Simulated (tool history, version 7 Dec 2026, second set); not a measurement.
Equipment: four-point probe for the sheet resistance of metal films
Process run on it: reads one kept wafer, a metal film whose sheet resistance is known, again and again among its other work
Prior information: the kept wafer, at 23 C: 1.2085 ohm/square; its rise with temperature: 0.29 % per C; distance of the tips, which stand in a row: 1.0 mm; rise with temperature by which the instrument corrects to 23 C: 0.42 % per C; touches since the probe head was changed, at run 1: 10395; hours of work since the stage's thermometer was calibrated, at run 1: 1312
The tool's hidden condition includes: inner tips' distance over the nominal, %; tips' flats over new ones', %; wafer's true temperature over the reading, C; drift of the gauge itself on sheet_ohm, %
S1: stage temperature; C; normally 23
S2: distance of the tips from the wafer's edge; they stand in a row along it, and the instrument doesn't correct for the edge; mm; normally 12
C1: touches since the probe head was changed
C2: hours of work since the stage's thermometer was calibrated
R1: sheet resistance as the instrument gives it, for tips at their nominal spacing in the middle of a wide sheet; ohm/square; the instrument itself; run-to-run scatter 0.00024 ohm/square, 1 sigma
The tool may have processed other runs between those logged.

run     day  S1  S2     C1    C2        R1
  1       0  23  12  10395  1312  1.208134
  2   1.146  23  12  10749  1328  1.208834
  3   2.467  23  12  11158  1347  1.207832
  4   3.008  23  12  11325  1355  1.208143
  5   3.696  23  12  11539  1365  1.208356
  6   4.904  23  12  11913  1382  1.208219
  7   5.721  23  12  12166  1394  1.208668
  8   6.975  23  12  12554  1412  1.207885
  9    8.15  23  12  12917  1429  1.208195
 10   8.796  23   6  13118  1438  1.222215
 11   9.492  33   3  13332  1448  1.255084
 12  10.283  31   8  13578  1459   1.20144
     10.379  -- stage's thermometer calibrated
 13  10.921  31   8  13769     8  1.199738
 14  11.896  31  10  14071    22  1.196233
 15  12.892  31  10  14379    36  1.196725
 16  14.188  25   3  14780    55  1.266624
 17   15.35  19  21  15140    71  1.210423
 18   15.95  33  12  15326    80  1.191574
 19  16.562  34  39  15516    89  1.185618

Take each entry between the runs: how does the hidden state at the last listed run before it differ from the hidden state at the first listed run after it?
From run 12 to run 13: stage's thermometer calibrated (day 10.379)
  inner tips' distance over the nominal, %: -0.457 -> -0.459; wafer's true temperature over the reading, C: 0.36 -> -0.03
  difference, measured minus the result without the unlogged condition, R1: -0.004752 -> -0.006087 ohm/square
